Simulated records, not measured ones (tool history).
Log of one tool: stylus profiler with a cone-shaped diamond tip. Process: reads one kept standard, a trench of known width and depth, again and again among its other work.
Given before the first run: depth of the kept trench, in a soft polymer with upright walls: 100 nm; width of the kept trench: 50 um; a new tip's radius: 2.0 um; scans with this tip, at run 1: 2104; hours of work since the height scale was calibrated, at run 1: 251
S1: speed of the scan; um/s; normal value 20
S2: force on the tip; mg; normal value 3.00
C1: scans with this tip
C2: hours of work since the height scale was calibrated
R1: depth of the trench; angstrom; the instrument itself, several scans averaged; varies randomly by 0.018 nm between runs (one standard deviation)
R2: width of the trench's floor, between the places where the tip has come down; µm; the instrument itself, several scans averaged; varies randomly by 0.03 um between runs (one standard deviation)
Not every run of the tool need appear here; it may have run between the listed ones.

run     day  S1    S2    C1   C2      R1     R2
  1   0.000  20  3.00  2104  251  1006.7  48.65
  2   1.408  20  3.00  2248  269  1006.7  48.66
  3   3.229  20  3.00  2434  291  1006.8  48.65
  4   4.579   9  3.00  2572  307  1006.7  48.65
  5   6.058  20  1.86  2723  325  1004.8  48.66
  6   7.429  20  1.86  2863  342  1004.4  48.60
  7   9.442  20  3.00  3069  367  1006.8  48.59
  8  11.421  20  2.31  3271  391  1005.6  48.58
  9  13.462  20  7.89  3479  416  1013.5  48.64
 10  15.008  20  7.89  3637  435  1013.2  48.65
 11  16.558  20  7.89  3795  454  1013.2  48.64
 12  17.588  20  1.87  3901  466  1004.8  48.55
 13  18.817  20  1.52  4026  481  1003.8  48.71
 14  20.729   9  4.71  4222  505  1008.9  48.62
 15  22.929   9  4.71  4446  531  1009.0  48.65
 16  24.258  20  2.14  4582  548  1004.8  48.66
 17  26.000  20  8.02  4760  569  1013.0  48.67
 18  28.208  16  1.15  4985  596  1002.8  48.55
 19  30.438  61  5.96  5213  623  1010.3  48.54
 20  31.808  61  5.96  5353  640  1010.8  48.57
 21  33.542  61  5.96  5530  661  1010.5  48.49

Forecast run 22:
 22  34.879  20  2.54  5667  677   ?   ?

For run 22 the tool returned R1 1005.3 angstrom, R2 48.56 µm.
Take away the tool's hidden state, keep the run-to-run variation as it was, and the same run would have given R1 1006.5 angstrom, R2 48.66 µm.
